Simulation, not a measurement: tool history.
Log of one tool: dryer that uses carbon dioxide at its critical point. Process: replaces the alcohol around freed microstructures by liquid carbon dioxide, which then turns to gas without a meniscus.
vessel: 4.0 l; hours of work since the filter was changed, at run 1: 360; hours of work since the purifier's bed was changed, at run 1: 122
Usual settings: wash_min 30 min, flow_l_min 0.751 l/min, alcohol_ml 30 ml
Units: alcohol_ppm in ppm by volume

run	hour	wash_min	flow_l_min	alcohol_ml	hours of work since the filter was changed	hours of work since the purifier's bed was changed	alcohol_ppm
1	0	30	0.751	30	360	122	97
2	6.4	30	0.751	30	364	126	99
3	17.6	30	0.751	30	371	134	97
4	25.4	30	0.751	30	377	139	101
5	32.6	30	0.751	30	382	144	94
6	38.6	30	0.751	30	386	148	95
7	47.5	30	0.751	30	391	154	102
8	59.3	30	0.751	30	399	162	109
9	68.5	30	0.751	30	406	168	106

The next listed run, before its measurement:
10	77.2	30	0.751	30	411	174	?

{"run 10": {"alcohol_ppm": 106}}
Without the tool's hidden state the same run would have given alcohol_ppm 51 ppm by volume.
